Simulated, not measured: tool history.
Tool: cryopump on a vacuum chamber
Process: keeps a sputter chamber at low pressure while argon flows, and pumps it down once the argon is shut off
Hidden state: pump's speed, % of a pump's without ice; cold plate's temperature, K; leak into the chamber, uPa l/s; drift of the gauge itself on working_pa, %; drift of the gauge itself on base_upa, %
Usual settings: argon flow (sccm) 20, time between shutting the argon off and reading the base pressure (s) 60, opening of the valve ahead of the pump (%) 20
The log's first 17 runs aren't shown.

| run | day | argon flow (sccm) | time between shutting the argon off and reading the base pressure (s) | opening of the valve ahead of the pump (%) | hours of work since the pump was warmed up and emptied | hours of work since the cold head was overhauled | hours of work since the chamber's fittings were tightened | pressure while argon flows (Pa) | pressure after the wait (uPa) |
|---|---|---|---|---|---|---|---|---|---|
| 18 | 20.629 | 21 | 60 | 20 | 250 | 730 | 934 | 0.1590 | 1.66 |
| 19 | 21.483 | 17 | 148 | 38 | 264 | 744 | 948 | 0.0708 | 1.24 |
| 20 | 23.067 | 17 | 148 | 38 | 290 | 770 | 974 | 0.0705 | 1.31 |
| 21 | 24.538 | 37 | 33 | 22 | 314 | 795 | 998 | 0.2564 | 2.26 |
| 22 | 25.929 | 20 | 57 | 20 | 337 | 817 | 1021 | 0.1532 | 1.81 |
| 23 | 27.725 | 26 | 252 | 19 | 367 | 847 | 1051 | 0.2104 | 1.21 |
|  | 28.850 | leaking fittings of the chamber tightened, without venting |
| 24 | 29.142 | 12 | 56 | 51 | 389 | 869 | 5 | 0.0401 | 1.15 |
| 25 | 30.504 | 10 | 37 | 51 | 411 | 892 | 27 | 0.0337 | 1.67 |

Run 26 comes next. What will it give?
| 26 | 31.371 | 10 | 37 | 51 | 425 | 906 | 42 | ? | ? |

pressure while argon flows (Pa): 0.0346
pressure after the wait (uPa): 1.62
Without the tool's hidden state the same run would have given pressure while argon flows (Pa) 0.0278, pressure after the wait (uPa) 1.38.

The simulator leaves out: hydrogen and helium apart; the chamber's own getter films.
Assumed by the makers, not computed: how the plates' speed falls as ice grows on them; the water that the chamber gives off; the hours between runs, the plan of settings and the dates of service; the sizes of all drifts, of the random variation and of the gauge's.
